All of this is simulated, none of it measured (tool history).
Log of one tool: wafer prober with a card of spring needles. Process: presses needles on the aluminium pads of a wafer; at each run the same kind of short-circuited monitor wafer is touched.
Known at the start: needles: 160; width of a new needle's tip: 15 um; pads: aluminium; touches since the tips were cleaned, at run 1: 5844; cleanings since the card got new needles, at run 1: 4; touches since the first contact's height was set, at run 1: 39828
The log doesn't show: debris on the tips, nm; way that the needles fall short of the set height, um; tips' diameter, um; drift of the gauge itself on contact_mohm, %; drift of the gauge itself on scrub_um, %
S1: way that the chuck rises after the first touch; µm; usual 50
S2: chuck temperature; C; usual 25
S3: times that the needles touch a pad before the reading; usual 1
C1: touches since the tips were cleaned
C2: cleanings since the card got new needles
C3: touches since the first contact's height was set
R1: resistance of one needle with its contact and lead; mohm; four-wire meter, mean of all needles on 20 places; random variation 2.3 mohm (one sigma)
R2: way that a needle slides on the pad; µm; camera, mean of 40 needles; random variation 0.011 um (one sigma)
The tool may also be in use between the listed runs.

run	day	S1	S2	S3	C1	C2	C3	R1	R2
1	0.000	50	25	1	5844	4	39828	262	8.84
# day 0.258: tips cleaned on abrasive film
# day 0.775: tips cleaned on abrasive film
# day 1.288: tips cleaned on abrasive film
2	1.754	50	25	1	7147	7	66538	259	8.85
# day 1.888: tips cleaned on abrasive film
# day 2.529: tips cleaned on abrasive film
# day 3.042: tips cleaned on abrasive film
# day 3.554: tips cleaned on abrasive film
3	4.017	50	70	1	7087	11	101012	276	8.86
# day 4.150: tips cleaned on abrasive film
# day 4.662: tips cleaned on abrasive film
# day 5.179: tips cleaned on abrasive film
# day 5.692: tips cleaned on abrasive film
# day 6.208: tips cleaned on abrasive film
# day 6.346: height of the first contact set anew
4	6.404	50	70	1	2834	16	878	278	8.86
# day 6.792: tips cleaned on abrasive film
# day 7.304: tips cleaned on abrasive film
# day 7.821: tips cleaned on abrasive film
5	7.854	50	25	1	494	19	22892	264	8.85
# day 8.367: tips cleaned on abrasive film
# day 8.879: tips cleaned on abrasive film
# day 9.396: tips cleaned on abrasive film
# day 9.908: tips cleaned on abrasive film
6	10.112	50	25	1	3109	23	57301	264	8.88
# day 10.500: tips cleaned on abrasive film
# day 11.142: tips cleaned on abrasive film
# day 11.783: tips cleaned on abrasive film
# day 12.296: tips cleaned on abrasive film
# day 12.892: tips cleaned on abrasive film
7	12.892	50	25	1	0	28	99624	264	8.89
# day 13.408: tips cleaned on abrasive film
# day 13.921: tips cleaned on abrasive film
# day 14.438: tips cleaned on abrasive film
# day 15.079: tips cleaned on abrasive film
# day 15.217: height of the first contact set anew
8	15.396	50	25	1	4663	32	2707	263	8.87
# day 15.654: tips cleaned on abrasive film
# day 16.167: tips cleaned on abrasive film
# day 16.683: tips cleaned on abrasive film
# day 17.196: tips cleaned on abrasive film
9	17.496	50	124	2	4563	36	34655	288	8.91
# day 17.754: tips cleaned on abrasive film
# day 18.396: tips cleaned on abrasive film
# day 19.038: tips cleaned on abrasive film
10	19.104	50	124	2	1044	39	59176	297	8.91
# day 19.621: tips cleaned on abrasive film
# day 20.133: tips cleaned on abrasive film
# day 20.650: tips cleaned on abrasive film
# day 21.162: tips cleaned on abrasive film
11	21.196	30	77	1	488	43	90962	296	5.35
# day 21.708: tips cleaned on abrasive film
# day 22.221: tips cleaned on abrasive film
# day 22.738: tips cleaned on abrasive film
# day 23.250: tips cleaned on abrasive film
# day 23.767: tips cleaned on abrasive film
12	23.796	41	44	1	445	48	130531	275	7.32
# day 24.192: height of the first contact set anew
# day 24.321: tips cleaned on abrasive film
# day 24.838: tips cleaned on abrasive film
# day 25.350: tips cleaned on abrasive film
# day 25.867: tips cleaned on abrasive film
# day 26.379: tips cleaned on abrasive film
13	26.442	41	44	1	971	53	34226	275	7.32

5 ways to go on from here, each from the tool as it stands after run 13. What would each give?
# day 26.958: tips cleaned on abrasive film
# day 27.471: tips cleaned on abrasive film
# day 28.112: tips cleaned on abrasive film
A	28.362	41	105	2	3804	56	63460	?	?
# day 26.958: tips cleaned on abrasive film
# day 27.471: tips cleaned on abrasive film
# day 28.112: tips cleaned on abrasive film
B	28.362	50	36	2	3804	56	63460	?	?
# day 26.958: tips cleaned on abrasive film
# day 27.471: tips cleaned on abrasive film
# day 28.112: tips cleaned on abrasive film
C	28.362	41	44	1	3804	56	63460	?	?
# day 26.958: tips cleaned on abrasive film
# day 27.471: tips cleaned on abrasive film
# day 28.112: tips cleaned on abrasive film
D	28.362	38	34	1	3804	56	63460	?	?
# day 26.958: tips cleaned on abrasive film
# day 27.471: tips cleaned on abrasive film
# day 28.112: tips cleaned on abrasive film
E	28.362	47	44	1	3804	56	63460	?	?

run	R1	R2
A	295	7.35
B	259	8.94
C	275	7.33
D	276	6.78
E	269	8.39
Without the tool's hidden state the same runs would have given:
run	R1	R2
A	295	7.27
B	259	8.85
C	275	7.25
D	275	6.71
E	269	8.30
